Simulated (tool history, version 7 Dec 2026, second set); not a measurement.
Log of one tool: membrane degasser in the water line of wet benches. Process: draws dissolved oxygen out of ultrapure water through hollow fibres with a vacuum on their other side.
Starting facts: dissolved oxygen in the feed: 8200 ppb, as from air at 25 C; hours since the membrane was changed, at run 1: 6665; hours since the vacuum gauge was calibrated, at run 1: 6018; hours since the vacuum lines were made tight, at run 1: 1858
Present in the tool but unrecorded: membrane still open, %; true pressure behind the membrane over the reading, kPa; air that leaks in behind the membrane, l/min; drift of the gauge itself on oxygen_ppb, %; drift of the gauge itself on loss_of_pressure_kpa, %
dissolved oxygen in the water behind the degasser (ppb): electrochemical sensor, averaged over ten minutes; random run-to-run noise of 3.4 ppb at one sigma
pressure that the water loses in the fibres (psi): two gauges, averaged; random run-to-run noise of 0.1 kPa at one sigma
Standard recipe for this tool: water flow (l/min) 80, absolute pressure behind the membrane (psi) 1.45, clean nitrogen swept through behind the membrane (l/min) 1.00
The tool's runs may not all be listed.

run    hour  water flow (l/min)  absolute pressure behind the membrane (psi)  clean nitrogen swept through behind the membrane (l/min)  hours since the membrane was changed  hours since the vacuum gauge was calibrated  hours since the vacuum lines were made tight  dissolved oxygen in the water behind the degasser (ppb)  pressure that the water loses in the fibres (psi)
  1     0.0                  80                                         1.45                                                      1.00                                  6665                                         6018                                          1858                                                    852.5                                              4.036
  2   152.3                  80                                         1.45                                                      1.00                                  6817                                         6170                                          2010                                                    844.8                                              4.026
  3   301.2                 105                                         1.45                                                      1.00                                  6966                                         6319                                          2159                                                   1008.0                                              5.252
  4   498.4                  80                                         3.19                                                      1.00                                  7163                                         6516                                          2357                                                   2067.2                                              4.025
  5   694.9                  80                                         3.19                                                      1.00                                  7360                                         6713                                          2553                                                   2056.0                                              4.009
  6   801.1                  80                                         3.19                                                      1.00                                  7466                                         6819                                          2659                                                   2056.3                                              4.019
  7   905.7                  80                                         1.78                                                      1.00                                  7570                                         6924                                          2764                                                   1108.2                                              4.029
  8  1012.6                  80                                         2.25                                                      1.16                                  7677                                         7031                                          2871                                                   1319.8                                              4.032
  9  1099.1                  80                                         2.25                                                      1.16                                  7764                                         7117                                          2957                                                   1315.2                                              4.031
 10  1207.3                 104                                         2.25                                                      1.16                                  7872                                         7225                                          3065                                                   1550.9                                              5.236

Run 11 is up next; what results do you expect?
 11  1363.9                 104                                         1.80                                                      0.82                                  8029                                         7382                                          3222                                                        ?                                                  ?

{"run 11": {"dissolved oxygen in the water behind the degasser (ppb)": 1467.2, "pressure that the water loses in the fibres (psi)": 5.23}}
Take away the tool's hidden state, keep the run-to-run variation as it was, and the same run would have given dissolved oxygen in the water behind the degasser (ppb) 1466.2, pressure that the water loses in the fibres (psi) 5.185.

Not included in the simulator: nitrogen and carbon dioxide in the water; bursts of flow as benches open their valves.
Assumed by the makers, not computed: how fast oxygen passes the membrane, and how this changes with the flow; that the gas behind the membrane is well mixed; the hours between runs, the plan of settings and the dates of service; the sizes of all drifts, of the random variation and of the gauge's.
